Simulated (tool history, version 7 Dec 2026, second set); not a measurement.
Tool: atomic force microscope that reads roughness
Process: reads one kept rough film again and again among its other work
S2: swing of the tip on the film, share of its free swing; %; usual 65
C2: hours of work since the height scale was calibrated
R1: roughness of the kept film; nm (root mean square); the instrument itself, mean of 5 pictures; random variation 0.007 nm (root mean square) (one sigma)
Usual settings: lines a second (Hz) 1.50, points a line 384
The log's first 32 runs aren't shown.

-- hour=1118.5 new tip fitted
run 33 hour=1144.3 | lines_a_second_(Hz)=1.73 S2=62 points_a_line=304 | pictures_with_this_tip=64 C2=1329 | R1=1.318
run 34 hour=1165.5 | lines_a_second_(Hz)=1.48 S2=62 points_a_line=382 | pictures_with_this_tip=117 C2=1344 | R1=1.287
run 35 hour=1209.2 | lines_a_second_(Hz)=1.37 S2=70 points_a_line=977 | pictures_with_this_tip=226 C2=1376 | R1=1.168
-- hour=1227.2 new tip fitted
run 36 hour=1232.7 | lines_a_second_(Hz)=1.37 S2=70 points_a_line=977 | pictures_with_this_tip=14 C2=1392 | R1=1.380
run 37 hour=1258.9 | lines_a_second_(Hz)=1.37 S2=70 points_a_line=977 | pictures_with_this_tip=79 C2=1411 | R1=1.312
run 38 hour=1279.9 | lines_a_second_(Hz)=1.37 S2=70 points_a_line=977 | pictures_with_this_tip=131 C2=1427 | R1=1.243
run 39 hour=1313.3 | lines_a_second_(Hz)=0.93 S2=81 points_a_line=931 | pictures_with_this_tip=215 C2=1451 | R1=1.148
-- hour=1335.8 new tip fitted
run 40 hour=1349.3 | lines_a_second_(Hz)=0.93 S2=81 points_a_line=931 | pictures_with_this_tip=34 C2=1476 | R1=1.358
run 41 hour=1390.9 | lines_a_second_(Hz)=0.61 S2=81 points_a_line=931 | pictures_with_this_tip=138 C2=1507 | R1=1.283
run 42 hour=1423.4 | lines_a_second_(Hz)=1.50 S2=85 points_a_line=547 | pictures_with_this_tip=219 C2=1530 | R1=1.074
-- hour=1444.4 new tip fitted
run 43 hour=1448.1 | lines_a_second_(Hz)=1.50 S2=85 points_a_line=547 | pictures_with_this_tip=9 C2=1548 | R1=1.262

Forecast each of these 4 alternatives for the next run:
run A hour=1475.7 | lines_a_second_(Hz)=1.50 S2=65 points_a_line=384 | pictures_with_this_tip=78 C2=1568 | R1=?
run B hour=1475.7 | lines_a_second_(Hz)=1.50 S2=65 points_a_line=378 | pictures_with_this_tip=78 C2=1568 | R1=?
run C hour=1475.7 | lines_a_second_(Hz)=0.58 S2=75 points_a_line=633 | pictures_with_this_tip=78 C2=1568 | R1=?
run D hour=1475.7 | lines_a_second_(Hz)=1.50 S2=64 points_a_line=384 | pictures_with_this_tip=78 C2=1568 | R1=?

run=A R1=1.325
run=B R1=1.320
run=C R1=1.360
run=D R1=1.336
Without the tool's hidden state the same runs would have given:
run=A R1=1.447
run=B R1=1.440
run=C R1=1.484
run=D R1=1.457
